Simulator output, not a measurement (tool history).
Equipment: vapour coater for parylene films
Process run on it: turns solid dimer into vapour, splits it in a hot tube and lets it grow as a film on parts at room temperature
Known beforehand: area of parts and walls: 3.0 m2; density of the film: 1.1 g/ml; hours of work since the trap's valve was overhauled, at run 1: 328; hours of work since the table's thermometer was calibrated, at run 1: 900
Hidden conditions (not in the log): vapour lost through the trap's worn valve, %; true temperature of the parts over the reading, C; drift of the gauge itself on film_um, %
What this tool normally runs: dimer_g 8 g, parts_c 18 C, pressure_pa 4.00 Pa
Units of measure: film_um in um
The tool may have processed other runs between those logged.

run	hour	dimer_g	parts_c	pressure_pa	hours of work since the trap's valve was overhauled	hours of work since the table's thermometer was calibrated	film_um
1	0.0	8	18	4.00	328	900	1.171
2	26.1	8	18	4.00	343	915	1.182
3	75.3	8	18	4.00	373	945	1.169
4	116.7	8	18	4.00	397	969	1.173
5	156.0	8	16	4.00	421	993	1.250
6	201.3	8	16	4.15	448	1020	1.247
7	243.1	8	18	4.00	473	1045	1.146
8	300.0	8	18	4.00	507	1079	1.149
9	359.6	8	18	4.00	542	1115	1.133
10	399.2	8	18	4.00	566	1138	1.138
11	425.2	8	16	4.00	582	1154	1.236
12	457.1	8	16	4.00	601	1173	1.245
13	494.3	8	16	4.00	623	1195	1.239
14	537.1	8	16	4.00	649	1221	1.251
15	574.4	8	16	4.00	671	1243	1.227
# hour 577.9: table's thermometer calibrated
# hour 626.5: trap's valve overhauled
16	634.6	7	11	6.38	5	32	1.225
17	671.6	5	15	4.00	27	54	0.832
18	698.7	5	18	4.00	43	70	0.736
19	739.8	5	18	4.00	68	94	0.739
20	778.5	14	20	5.92	91	118	1.708
21	805.5	12	12	4.35	107	134	2.198
22	855.3	8	10	4.00	137	163	1.624
# hour 878.8: table's thermometer calibrated, once more
23	880.7	5	14	2.60	151	1	0.987
24	938.0	5	22	9.27	186	35	0.514
25	995.1	5	22	9.27	220	70	0.502
26	1044.9	8	18	4.00	250	99	1.190
27	1096.0	6	23	6.81	280	130	0.635
28	1131.5	6	23	6.81	301	151	0.624
29	1172.9	11	14	2.57	326	176	2.140
30	1203.5	4	18	4.00	344	194	0.589

Per-run results on a tool with no hidden state, each run keeping its own random variation:
run	film_um
1	1.220
2	1.233
3	1.223
4	1.229
5	1.313
6	1.313
7	1.210
8	1.217
9	1.204
10	1.212
11	1.317
12	1.329
13	1.325
14	1.340
15	1.318
16	1.265
17	0.861
18	0.762
19	0.767
20	1.777
21	2.288
22	1.696
23	0.999
24	0.521
25	0.512
26	1.215
27	0.649
28	0.640
29	2.198
30	0.607

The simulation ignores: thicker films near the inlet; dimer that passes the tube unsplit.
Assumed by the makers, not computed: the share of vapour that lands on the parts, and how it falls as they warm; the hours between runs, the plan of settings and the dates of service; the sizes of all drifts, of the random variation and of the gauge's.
